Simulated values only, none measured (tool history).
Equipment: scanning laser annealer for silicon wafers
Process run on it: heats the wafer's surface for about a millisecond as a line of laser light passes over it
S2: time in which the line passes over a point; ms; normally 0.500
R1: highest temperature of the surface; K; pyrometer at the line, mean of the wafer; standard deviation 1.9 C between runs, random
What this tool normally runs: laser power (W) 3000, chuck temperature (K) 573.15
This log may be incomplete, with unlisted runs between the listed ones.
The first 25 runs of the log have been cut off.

Run 26, day 10.046: usual settings but laser power (W) 2801, S2 0.386 ms, chuck temperature (K) 564.15. Result: R1 1204.15 K.
Run 27, day 10.396: usual settings but laser power (W) 2801, S2 0.386 ms, chuck temperature (K) 564.15. Result: R1 1207.15 K.
Run 28, day 10.988: usual settings but laser power (W) 3153, chuck temperature (K) 540.15. Result: R1 1391.15 K.
Run 29, day 11.233: usual settings but laser power (W) 3026, chuck temperature (K) 568.15. Result: R1 1374.15 K.
Run 30, day 11.492: usual settings but laser power (W) 3194, S2 0.371 ms, chuck temperature (K) 568.15. Result: R1 1314.15 K.
Run 31, day 11.838: usual settings but laser power (W) 2658, S2 0.481 ms, chuck temperature (K) 568.15. Result: R1 1237.15 K.
Run 32, day 12.188: usual settings but laser power (W) 2702, S2 0.545 ms, chuck temperature (K) 567.15. Result: R1 1296.15 K.
Run 33, day 12.429: usual settings but laser power (W) 3187, S2 0.399 ms, chuck temperature (K) 574.15. Result: R1 1346.15 K.
Run 34, day 12.742: usual settings but laser power (W) 3164, S2 0.591 ms, chuck temperature (K) 535.15. Result: R1 1464.15 K.
Run 35, day 13.300: usual settings but laser power (W) 2591, chuck temperature (K) 572.15. Result: R1 1231.15 K.
Run 36, day 13.692: usual settings but laser power (W) 2591, chuck temperature (K) 572.15. Result: R1 1233.15 K.
Run 37, day 14.071: usual settings but S2 0.585 ms. Result: R1 1435.15 K.
Run 38, day 14.350: usual settings but laser power (W) 2812, S2 0.555 ms, chuck temperature (K) 603.15. Result: R1 1374.15 K.
Run 39, day 14.612: usual settings but laser power (W) 2921, S2 0.555 ms, chuck temperature (K) 551.15. Result: R1 1360.15 K.
Run 40, day 15.033: usual settings but laser power (W) 2921, S2 0.555 ms, chuck temperature (K) 551.15. Result: R1 1358.15 K.

Consider 3 possible next runs. They are alternatives, not a sequence: every one starts from the tool as it was left by run 40. What does each give?
Run A, day 15.583: usual settings but laser power (W) 3156, S2 0.547 ms. Result: R1 ?.
Run B, day 15.583: usual settings but laser power (W) 2921, S2 0.553 ms, chuck temperature (K) 551.15. Result: R1 ?.
Run C, day 15.583: usual settings but laser power (W) 2802, S2 0.455 ms, chuck temperature (K) 596.15. Result: R1 ?.

run       R1
  A  1460.15
  B  1361.15
  C  1290.15
Without the tool's unlogged condition, the same runs would have read:
run       R1
  A  1498.15
  B  1396.15
  C  1320.15
